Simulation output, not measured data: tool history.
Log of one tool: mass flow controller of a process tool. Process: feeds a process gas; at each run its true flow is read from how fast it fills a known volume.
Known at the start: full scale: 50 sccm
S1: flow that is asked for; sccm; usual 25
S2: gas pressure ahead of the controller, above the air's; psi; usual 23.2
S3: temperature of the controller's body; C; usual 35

run 1 hour=0 | S1=25 S2=23.2 S3=35 | true_flow_(%)=98.6
run 2 hour=65.7 | S1=25 S2=23.2 S3=35 | true_flow_(%)=98.73
run 3 hour=164.7 | S1=25 S2=23.2 S3=35 | true_flow_(%)=98.66
run 4 hour=266.5 | S1=25 S2=23.2 S3=35 | true_flow_(%)=98.73
run 5 hour=350 | S1=25 S2=23.2 S3=35 | true_flow_(%)=98.54
run 6 hour=449.6 | S1=25 S2=23.2 S3=35 | true_flow_(%)=98.74
run 7 hour=528.5 | S1=25 S2=23.2 S3=35 | true_flow_(%)=98.64
run 8 hour=606 | S1=25 S2=23.2 S3=35 | true_flow_(%)=98.71
run 9 hour=699.5 | S1=13 S2=23.2 S3=35 | true_flow_(%)=98.36
run 10 hour=781.5 | S1=25 S2=23.2 S3=22 | true_flow_(%)=99.42
run 11 hour=840.8 | S1=25 S2=23.2 S3=35 | true_flow_(%)=98.69
run 12 hour=910.7 | S1=25 S2=23.2 S3=35 | true_flow_(%)=98.75
run 13 hour=990.5 | S1=25 S2=23.2 S3=35 | true_flow_(%)=98.7
run 14 hour=1088.4 | S1=25 S2=23.4 S3=32 | true_flow_(%)=98.71
run 15 hour=1140.5 | S1=25 S2=23.4 S3=37 | true_flow_(%)=98.75
run 16 hour=1182.7 | S1=8 S2=39.3 S3=37 | true_flow_(%)=98.95
run 17 hour=1268.1 | S1=9 S2=23.2 S3=24 | true_flow_(%)=98.86
run 18 hour=1314.4 | S1=9 S2=23.2 S3=24 | true_flow_(%)=98.97
run 19 hour=1385.5 | S1=25 S2=23.2 S3=33 | true_flow_(%)=98.89
run 20 hour=1434.9 | S1=14 S2=23.5 S3=22 | true_flow_(%)=99.22
run 21 hour=1476.4 | S1=16 S2=21.8 S3=20 | true_flow_(%)=99.38
run 22 hour=1570.9 | S1=25 S2=23.2 S3=30 | true_flow_(%)=99.01

4 ways to go on from here, each from the tool as it stands after run 22. What would each give?
run A hour=1636.9 | S1=46 S2=38.4 S3=35 | true_flow_(%)=?
run B hour=1636.9 | S1=41 S2=23.2 S3=24 | true_flow_(%)=?
run C hour=1636.9 | S1=23 S2=27.8 S3=29 | true_flow_(%)=?
run D hour=1636.9 | S1=37 S2=23.2 S3=30 | true_flow_(%)=?

run=A true_flow_(%)=99.74
run=B true_flow_(%)=99.64
run=C true_flow_(%)=99.25
run=D true_flow_(%)=99.17
Without the tool's hidden state the same runs would have given:
run=A true_flow_(%)=99.73
run=B true_flow_(%)=99.63
run=C true_flow_(%)=99.24
run=D true_flow_(%)=99.16
